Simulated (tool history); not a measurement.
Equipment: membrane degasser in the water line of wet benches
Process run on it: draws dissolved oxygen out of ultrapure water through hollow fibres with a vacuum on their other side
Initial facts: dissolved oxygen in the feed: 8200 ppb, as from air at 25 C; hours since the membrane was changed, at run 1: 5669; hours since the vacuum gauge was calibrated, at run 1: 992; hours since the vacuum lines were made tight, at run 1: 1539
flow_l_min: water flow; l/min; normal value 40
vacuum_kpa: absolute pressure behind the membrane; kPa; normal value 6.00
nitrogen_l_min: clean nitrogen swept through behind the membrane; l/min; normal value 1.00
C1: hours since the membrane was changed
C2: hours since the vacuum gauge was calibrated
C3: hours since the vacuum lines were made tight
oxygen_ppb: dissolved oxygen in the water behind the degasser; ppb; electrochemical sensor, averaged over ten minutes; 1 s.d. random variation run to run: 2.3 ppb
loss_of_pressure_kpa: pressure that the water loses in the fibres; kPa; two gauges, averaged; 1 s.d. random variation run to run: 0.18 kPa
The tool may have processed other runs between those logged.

run 1 hour=0.0 | flow_l_min=40 vacuum_kpa=6.00 nitrogen_l_min=1.00 | C1=5669 C2=992 C3=1539 | oxygen_ppb=220.4 loss_of_pressure_kpa=35.51
run 2 hour=95.0 | flow_l_min=40 vacuum_kpa=6.00 nitrogen_l_min=0.66 | C1=5764 C2=1086 C3=1634 | oxygen_ppb=296.9 loss_of_pressure_kpa=35.47
run 3 hour=241.6 | flow_l_min=40 vacuum_kpa=6.00 nitrogen_l_min=0.66 | C1=5910 C2=1233 C3=1780 | oxygen_ppb=306.2 loss_of_pressure_kpa=35.96
run 4 hour=384.8 | flow_l_min=40 vacuum_kpa=6.00 nitrogen_l_min=0.66 | C1=6054 C2=1376 C3=1924 | oxygen_ppb=305.3 loss_of_pressure_kpa=35.55
run 5 hour=564.3 | flow_l_min=40 vacuum_kpa=6.00 nitrogen_l_min=0.66 | C1=6233 C2=1556 C3=2103 | oxygen_ppb=304.6 loss_of_pressure_kpa=35.91
run 6 hour=676.3 | flow_l_min=46 vacuum_kpa=6.24 nitrogen_l_min=0.54 | C1=6345 C2=1668 C3=2215 | oxygen_ppb=416.6 loss_of_pressure_kpa=40.93
run 7 hour=821.8 | flow_l_min=46 vacuum_kpa=6.24 nitrogen_l_min=0.54 | C1=6491 C2=1813 C3=2361 | oxygen_ppb=419.4 loss_of_pressure_kpa=41.19
-- hour=838.8 vacuum gauge calibrated
run 8 hour=992.4 | flow_l_min=60 vacuum_kpa=13.04 nitrogen_l_min=2.25 | C1=6661 C2=154 C3=2531 | oxygen_ppb=551.8 loss_of_pressure_kpa=53.66
run 9 hour=1189.0 | flow_l_min=50 vacuum_kpa=6.00 nitrogen_l_min=1.00 | C1=6857 C2=350 C3=2727 | oxygen_ppb=273.4 loss_of_pressure_kpa=44.73
run 10 hour=1398.8 | flow_l_min=50 vacuum_kpa=6.00 nitrogen_l_min=1.00 | C1=7067 C2=560 C3=2937 | oxygen_ppb=277.1 loss_of_pressure_kpa=45.00

Here are 5 independent what-if runs from the current tool condition. What would each one return?
run A hour=1604.0 | flow_l_min=40 vacuum_kpa=3.92 nitrogen_l_min=1.00 | C1=7272 C2=765 C3=3142 | oxygen_ppb=? loss_of_pressure_kpa=?
run B hour=1604.0 | flow_l_min=50 vacuum_kpa=8.25 nitrogen_l_min=0.88 | C1=7272 C2=765 C3=3142 | oxygen_ppb=? loss_of_pressure_kpa=?
run C hour=1604.0 | flow_l_min=62 vacuum_kpa=3.81 nitrogen_l_min=1.00 | C1=7272 C2=765 C3=3142 | oxygen_ppb=? loss_of_pressure_kpa=?
run D hour=1604.0 | flow_l_min=48 vacuum_kpa=3.96 nitrogen_l_min=1.00 | C1=7272 C2=765 C3=3142 | oxygen_ppb=? loss_of_pressure_kpa=?
run E hour=1604.0 | flow_l_min=50 vacuum_kpa=13.96 nitrogen_l_min=1.00 | C1=7272 C2=765 C3=3142 | oxygen_ppb=? loss_of_pressure_kpa=?

run=A oxygen_ppb=68.6 loss_of_pressure_kpa=35.39
run=B oxygen_ppb=518.1 loss_of_pressure_kpa=44.94
run=C oxygen_ppb=102.7 loss_of_pressure_kpa=55.64
run=D oxygen_ppb=87.4 loss_of_pressure_kpa=42.98
run=E oxygen_ppb=941.8 loss_of_pressure_kpa=44.71
Stripped of hidden state, with their random variation kept, the same runs would have yielded:
run=A oxygen_ppb=61.4 loss_of_pressure_kpa=34.23
run=B oxygen_ppb=509.2 loss_of_pressure_kpa=43.50
run=C oxygen_ppb=89.8 loss_of_pressure_kpa=53.85
run=D oxygen_ppb=78.3 loss_of_pressure_kpa=41.59
run=E oxygen_ppb=934.0 loss_of_pressure_kpa=43.27
